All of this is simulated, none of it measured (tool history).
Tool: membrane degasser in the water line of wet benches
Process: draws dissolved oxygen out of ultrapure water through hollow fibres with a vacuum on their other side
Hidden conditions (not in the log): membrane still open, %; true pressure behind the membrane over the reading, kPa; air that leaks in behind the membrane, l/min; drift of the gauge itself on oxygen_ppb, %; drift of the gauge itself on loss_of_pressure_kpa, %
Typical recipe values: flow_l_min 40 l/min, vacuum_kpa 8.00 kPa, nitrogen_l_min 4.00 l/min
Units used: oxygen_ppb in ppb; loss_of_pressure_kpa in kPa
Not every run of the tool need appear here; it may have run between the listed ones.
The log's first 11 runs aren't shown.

run	day	flow_l_min	vacuum_kpa	nitrogen_l_min	hours since the membrane was changed	hours since the vacuum gauge was calibrated	hours since the vacuum lines were made tight	oxygen_ppb	loss_of_pressure_kpa
12	26.900	40	8.00	4.47	3013	6258	2490	415.0	66.13
13	30.088	40	8.00	4.47	3089	6335	2566	414.4	66.22
14	33.017	40	8.00	2.15	3160	6405	2636	508.1	66.44
15	35.921	40	10.16	4.00	3229	6475	2706	472.5	66.22
16	38.346	40	8.00	4.00	3288	6533	2764	431.9	66.63
17	40.612	40	8.00	4.00	3342	6587	2819	428.7	66.28
18	42.812	28	5.25	3.63	3395	6640	2872	153.2	46.15
19	44.746	28	9.27	3.63	3441	6686	2918	222.8	46.71
20	46.775	56	19.41	3.63	3490	6735	2967	1160.2	92.60

Run 21 is up next; what results do you expect?
21	49.171	40	8.54	11.30	3547	6793	3024	?	?

oxygen_ppb: 362.2 ppb
loss_of_pressure_kpa: 66.50 kPa
Had the tool carried no hidden state, the very same run would have given oxygen_ppb 320.8 ppb, loss_of_pressure_kpa 63.89 kPa.
